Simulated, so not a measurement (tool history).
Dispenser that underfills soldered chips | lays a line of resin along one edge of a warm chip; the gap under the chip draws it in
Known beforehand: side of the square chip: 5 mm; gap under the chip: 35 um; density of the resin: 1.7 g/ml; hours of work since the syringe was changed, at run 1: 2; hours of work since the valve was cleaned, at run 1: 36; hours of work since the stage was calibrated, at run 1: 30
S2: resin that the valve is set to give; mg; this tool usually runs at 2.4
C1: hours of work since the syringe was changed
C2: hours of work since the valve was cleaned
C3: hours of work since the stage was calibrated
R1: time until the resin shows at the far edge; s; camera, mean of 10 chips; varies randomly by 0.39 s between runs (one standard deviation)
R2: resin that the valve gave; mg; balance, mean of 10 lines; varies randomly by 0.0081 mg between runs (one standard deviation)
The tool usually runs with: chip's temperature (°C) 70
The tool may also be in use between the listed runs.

{"run": 1, "hour": 0.0, "chip's temperature (°C)": 70, "S2": 2.4, "C1": 2, "C2": 36, "C3": 30, "R1": 27.2, "R2": 2.357}
{"run": 2, "hour": 6.2, "chip's temperature (°C)": 70, "S2": 2.4, "C1": 6, "C2": 41, "C3": 35, "R1": 31.8, "R2": 2.342}
{"run": 3, "hour": 11.2, "chip's temperature (°C)": 70, "S2": 2.33, "C1": 10, "C2": 44, "C3": 38, "R1": 35.9, "R2": 2.263}
{"hour": 13.2, "done": "new syringe of resin"}
{"run": 4, "hour": 14.0, "chip's temperature (°C)": 70, "S2": 2.33, "C1": 1, "C2": 46, "C3": 40, "R1": 26.8, "R2": 2.253}
{"run": 5, "hour": 19.9, "chip's temperature (°C)": 70, "S2": 2.3, "C1": 5, "C2": 51, "C3": 44, "R1": 31.3, "R2": 2.219}
{"run": 6, "hour": 25.6, "chip's temperature (°C)": 70, "S2": 2.3, "C1": 9, "C2": 55, "C3": 49, "R1": 37.5, "R2": 2.209}
{"hour": 28.4, "done": "new syringe of resin"}
{"run": 7, "hour": 31.7, "chip's temperature (°C)": 70, "S2": 2.3, "C1": 2, "C2": 59, "C3": 53, "R1": 27.6, "R2": 2.198}
{"run": 8, "hour": 35.5, "chip's temperature (°C)": 70, "S2": 2.4, "C1": 5, "C2": 62, "C3": 56, "R1": 31, "R2": 2.293}
{"run": 9, "hour": 41.5, "chip's temperature (°C)": 70, "S2": 2.4, "C1": 10, "C2": 66, "C3": 60, "R1": 35.2, "R2": 2.29}
{"hour": 43.9, "done": "new syringe of resin"}
{"run": 10, "hour": 48.0, "chip's temperature (°C)": 70, "S2": 2.14, "C1": 3, "C2": 71, "C3": 65, "R1": 29.5, "R2": 2.048}
{"run": 11, "hour": 52.6, "chip's temperature (°C)": 80, "S2": 3.04, "C1": 6, "C2": 74, "C3": 68, "R1": 19.3, "R2": 2.886}
{"run": 12, "hour": 58.4, "chip's temperature (°C)": 80, "S2": 3.04, "C1": 11, "C2": 79, "C3": 72, "R1": 22.3, "R2": 2.877}
{"hour": 59.1, "done": "new syringe of resin"}
{"run": 13, "hour": 63.5, "chip's temperature (°C)": 80, "S2": 3.04, "C1": 3, "C2": 82, "C3": 76, "R1": 17.3, "R2": 2.865}
{"run": 14, "hour": 69.3, "chip's temperature (°C)": 71, "S2": 2.92, "C1": 8, "C2": 86, "C3": 80, "R1": 30.8, "R2": 2.76}
{"run": 15, "hour": 72.2, "chip's temperature (°C)": 76, "S2": 2.16, "C1": 10, "C2": 89, "C3": 82, "R1": 26.7, "R2": 2.045}
{"hour": 74.4, "done": "new syringe of resin"}
{"run": 16, "hour": 76.5, "chip's temperature (°C)": 82, "S2": 2.14, "C1": 2, "C2": 92, "C3": 85, "R1": 15.9, "R2": 2.014}
{"run": 17, "hour": 82.3, "chip's temperature (°C)": 69, "S2": 2.02, "C1": 6, "C2": 96, "C3": 90, "R1": 34.5, "R2": 1.89}
{"run": 18, "hour": 86.8, "chip's temperature (°C)": 59, "S2": 3, "C1": 9, "C2": 99, "C3": 93, "R1": 62.2, "R2": 2.81}
{"hour": 89.6, "done": "new syringe of resin"}
{"run": 19, "hour": 91.0, "chip's temperature (°C)": 72, "S2": 2.39, "C1": 1, "C2": 102, "C3": 96, "R1": 24, "R2": 2.23}
{"run": 20, "hour": 95.0, "chip's temperature (°C)": 62, "S2": 2.18, "C1": 4, "C2": 105, "C3": 99, "R1": 45.4, "R2": 2.023}

3 options for the next run, each taken on its own from the tool as it stands now. Forecast them:
{"run": "A", "hour": 99.2, "chip's temperature (°C)": 63, "S2": 2.15, "C1": 7, "C2": 108, "C3": 102, "R1": "?", "R2": "?"}
{"run": "B", "hour": 99.2, "chip's temperature (°C)": 75, "S2": 2.4, "C1": 7, "C2": 108, "C3": 102, "R1": "?", "R2": "?"}
{"run": "C", "hour": 99.2, "chip's temperature (°C)": 83, "S2": 2.28, "C1": 7, "C2": 108, "C3": 102, "R1": "?", "R2": "?"}

run=A R1=48.2 R2=2.004
run=B R1=26 R2=2.226
run=C R1=17.9 R2=2.109
Without the tool's unlogged condition, the same runs would have read:
run=A R1=35.6 R2=2.161
run=B R1=19.4 R2=2.402
run=C R1=13.4 R2=2.276
